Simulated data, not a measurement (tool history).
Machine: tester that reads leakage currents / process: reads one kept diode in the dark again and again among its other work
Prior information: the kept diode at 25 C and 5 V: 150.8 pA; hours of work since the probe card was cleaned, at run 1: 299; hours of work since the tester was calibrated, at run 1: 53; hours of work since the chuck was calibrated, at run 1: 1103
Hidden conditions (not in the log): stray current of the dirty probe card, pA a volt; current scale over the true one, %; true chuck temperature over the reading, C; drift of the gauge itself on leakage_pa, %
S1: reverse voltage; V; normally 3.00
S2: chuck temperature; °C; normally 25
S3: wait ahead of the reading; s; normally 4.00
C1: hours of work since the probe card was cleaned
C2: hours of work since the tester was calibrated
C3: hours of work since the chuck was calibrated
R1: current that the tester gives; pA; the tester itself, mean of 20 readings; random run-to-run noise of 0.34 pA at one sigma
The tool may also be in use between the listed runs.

run,hour,S1,S2,S3,C1,C2,C3,R1
1,0.0,3.00,25,4.00,299,53,1103,127.67
2,30.6,3.00,25,4.00,317,71,1120,127.45
3,51.0,3.00,25,4.00,328,83,1132,127.45
4,93.7,3.00,25,4.00,353,107,1157,127.66
5,122.3,3.00,25,4.00,369,124,1173,127.36
6,160.1,3.00,25,4.00,391,146,1195,127.40
7,199.3,3.00,25,4.00,414,168,1217,127.64
8,232.2,7.82,25,4.00,433,187,1236,174.64
9,266.1,7.82,25,4.00,452,207,1256,174.77
10,294.8,7.82,25,4.00,469,223,1272,175.20
11,324.0,7.82,25,4.00,486,240,1289,174.48
12,348.3,3.00,25,4.00,500,254,1303,128.34
13,386.7,3.00,25,4.00,522,276,1325,127.73
14,429.0,3.00,25,4.00,546,300,1350,127.71
15,468.8,3.00,25,4.00,569,323,1373,127.36
16,503.7,3.00,39,4.00,589,343,1393,338.90
17,542.5,3.00,39,4.00,611,366,1415,337.73
18,570.7,3.00,24,4.00,628,382,1431,118.77
19,609.1,3.00,24,4.00,650,404,1453,118.38
20,637.4,3.00,24,4.00,666,420,1470,118.51
21,682.0,3.00,25,1.71,692,446,1495,127.49
22,717.0,2.30,55,4.00,712,466,1516,862.19
23,753.6,1.03,25,4.00,733,487,1537,90.32
24,791.9,8.56,28,1.09,755,509,1559,224.58
# hour 833.8: chuck's temperature calibrated
25,833.8,1.12,28,0.63,778,532,0,119.10
26,878.2,1.12,28,0.63,804,558,26,119.56
27,915.8,1.43,51,1.54,825,580,47,598.13
28,944.5,1.43,51,1.54,842,596,64,598.65
29,964.7,1.54,20,8.73,853,608,75,73.13
30,1009.4,1.54,20,8.73,879,634,101,73.32
31,1039.2,1.50,46,0.43,896,651,118,441.83
32,1060.3,7.82,31,2.78,908,663,130,276.69
33,1084.4,14.28,59,2.78,922,677,144,2016.60
34,1111.0,14.91,42,2.78,938,692,160,715.02
35,1139.4,14.91,42,2.78,954,708,176,713.54
36,1171.9,1.35,24,1.20,973,727,195,94.95
37,1200.9,1.35,24,1.20,989,744,211,94.97
38,1222.2,3.00,48,4.00,1002,756,224,621.84
39,1243.6,6.56,39,0.38,1014,768,236,452.77
40,1274.9,14.42,23,1.67,1032,786,254,198.23
41,1315.9,14.42,23,1.67,1056,810,278,199.12

Alternative continuations, all from the tool just after run 41; predict every row:
A,1344.1,14.42,24,0.32,1072,826,294,?
B,1344.1,3.00,44,0.41,1072,826,294,?
C,1344.1,2.90,54,9.77,1072,826,294,?

run,R1
A,222.13
B,483.18
C,895.02
With the hidden condition removed and each run's random variation left untouched, the same runs would have given:
run,R1
A,207.09
B,480.25
C,892.46
